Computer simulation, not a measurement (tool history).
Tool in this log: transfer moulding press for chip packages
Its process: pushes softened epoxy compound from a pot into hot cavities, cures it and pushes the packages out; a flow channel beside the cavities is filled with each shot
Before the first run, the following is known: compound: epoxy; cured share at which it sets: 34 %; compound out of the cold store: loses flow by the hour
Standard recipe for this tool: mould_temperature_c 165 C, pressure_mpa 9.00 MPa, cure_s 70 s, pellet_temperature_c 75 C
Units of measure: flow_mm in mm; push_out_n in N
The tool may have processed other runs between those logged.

| run | hour | mould_temperature_c | pressure_mpa | cure_s | pellet_temperature_c | incoming compound's hours out of the cold store | flow_mm | push_out_n |
|---|---|---|---|---|---|---|---|---|
| 1 | 0.0 | 165 | 9.00 | 70 | 75 | 47.0 | 510 | 332 |
| 2 | 16.4 | 165 | 9.00 | 70 | 75 | 18.8 | 550 | 483 |
| 3 | 26.6 | 165 | 9.00 | 70 | 83 | 40.7 | 513 | 495 |
| 4 | 35.1 | 165 | 9.00 | 70 | 83 | 42.0 | 510 | 512 |
|  | 43.9 | cavities cleaned with cleaning compound and waxed |
| 5 | 43.9 | 165 | 9.00 | 70 | 83 | 21.9 | 539 | 289 |
| 6 | 60.6 | 165 | 9.00 | 70 | 83 | 43.9 | 506 | 406 |
| 7 | 67.9 | 165 | 9.00 | 70 | 83 | 37.4 | 513 | 461 |
| 8 | 81.5 | 165 | 9.00 | 70 | 83 | 12.2 | 551 | 547 |
|  | 90.7 | cavities cleaned with cleaning compound and waxed |
| 9 | 94.7 | 165 | 9.00 | 70 | 83 | 34.6 | 518 | 313 |
| 10 | 108.0 | 165 | 7.19 | 70 | 75 | 9.8 | 495 | 495 |
| 11 | 120.8 | 165 | 7.58 | 70 | 75 | 43.9 | 460 | 530 |
|  | 129.0 | plunger's sealing rings changed |
| 12 | 130.9 | 159 | 10.14 | 104 | 66 | 23.5 | 609 | 352 |
|  | 139.9 | cavities cleaned with cleaning compound and waxed |
| 13 | 146.2 | 165 | 10.14 | 104 | 84 | 36.2 | 568 | 213 |
| 14 | 162.7 | 165 | 10.14 | 104 | 84 | 27.9 | 581 | 279 |
| 15 | 174.6 | 165 | 10.14 | 88 | 84 | 45.1 | 553 | 343 |
| 16 | 183.2 | 165 | 9.00 | 72 | 84 | 45.0 | 519 | 512 |
|  | 187.0 | cavities cleaned with cleaning compound and waxed |
| 17 | 199.5 | 165 | 8.78 | 55 | 75 | 37.8 | 521 | 811 |
| 18 | 210.6 | 159 | 9.00 | 70 | 80 | 42.4 | 537 | 745 |
| 19 | 224.9 | 165 | 9.14 | 86 | 77 | 15.7 | 567 | 363 |

Each row is a separate what-if for the run after 19, all from the same tool condition, not one after another. Results?
|  | 234.4 | cavities cleaned with cleaning compound and waxed |
| A | 237.9 | 165 | 9.00 | 70 | 69 | 15.4 | ? | ? |
|  | 234.4 | cavities cleaned with cleaning compound and waxed |
| B | 237.9 | 165 | 9.00 | 70 | 78 | 47.8 | ? | ? |
|  | 234.4 | cavities cleaned with cleaning compound and waxed |
| C | 237.9 | 168 | 9.00 | 78 | 81 | 46.2 | ? | ? |
|  | 234.4 | cavities cleaned with cleaning compound and waxed |
| D | 237.9 | 165 | 7.79 | 70 | 76 | 14.5 | ? | ? |

| run | flow_mm | push_out_n |
|---|---|---|
| A | 560 | 384 |
| B | 510 | 338 |
| C | 505 | 221 |
| D | 521 | 353 |
Stripped of hidden state, with their random variation kept, the same runs would have yielded:
| run | flow_mm | push_out_n |
|---|---|---|
| A | 570 | 344 |
| B | 519 | 303 |
| C | 515 | 199 |
| D | 530 | 316 |

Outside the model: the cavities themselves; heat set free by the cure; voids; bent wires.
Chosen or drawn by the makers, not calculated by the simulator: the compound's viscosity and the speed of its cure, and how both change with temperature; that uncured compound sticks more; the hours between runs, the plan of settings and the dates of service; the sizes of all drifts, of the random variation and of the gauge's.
